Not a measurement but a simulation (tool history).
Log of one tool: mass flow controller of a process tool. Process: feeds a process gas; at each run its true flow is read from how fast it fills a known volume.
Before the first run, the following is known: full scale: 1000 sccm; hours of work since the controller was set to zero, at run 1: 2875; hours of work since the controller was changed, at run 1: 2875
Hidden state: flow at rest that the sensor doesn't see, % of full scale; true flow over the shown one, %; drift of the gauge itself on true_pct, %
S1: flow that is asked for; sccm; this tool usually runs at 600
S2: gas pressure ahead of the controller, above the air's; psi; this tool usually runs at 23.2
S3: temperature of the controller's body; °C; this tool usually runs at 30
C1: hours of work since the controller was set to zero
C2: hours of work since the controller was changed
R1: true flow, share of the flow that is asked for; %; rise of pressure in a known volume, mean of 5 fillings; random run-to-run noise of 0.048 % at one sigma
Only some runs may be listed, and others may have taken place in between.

run,hour,S1,S2,S3,C1,C2,R1
1,0.0,600,23.2,30,2875,2875,100.04
2,374.5,600,23.2,30,2991,2991,100.12
3,692.1,600,23.2,30,3089,3089,100.10
4,1012.6,600,23.2,30,3188,3188,100.13
5,1274.8,600,23.2,30,3269,3269,100.11
6,1491.3,600,23.2,30,3336,3336,100.14
7,1853.3,600,23.2,30,3448,3448,100.15
8,2094.6,600,23.2,30,3523,3523,100.14
9,2339.4,600,23.2,30,3598,3598,100.15
10,2568.8,600,23.2,30,3669,3669,100.16
11,2876.0,600,23.2,30,3764,3764,100.21
12,3225.8,998,30.2,39,3872,3872,99.38
13,3635.0,998,30.2,39,3999,3999,99.45
14,4003.1,961,26.7,27,4113,4113,100.12
15,4432.1,961,26.7,27,4245,4245,100.06
16,4645.4,600,27.3,30,4311,4311,100.30

A few steps of R1 between consecutive runs. Split each: what settings, incoming material and random variation would produce without the hidden state, and what is left over for the hidden state, along with gauge scatter present in only one of the two compared results (measured, and without hidden state):
Run 11 -> 12: S1 600 -> 998, S2 23.2 -> 30.2, S3 30 -> 39. R1 -0.83 %: hidden state -0.58, all else -0.25.
Run 15 -> 16: S1 961 -> 600, S2 26.7 -> 27.3, S3 27 -> 30. R1 +0.24 %: hidden state +0.62, all else -0.38.
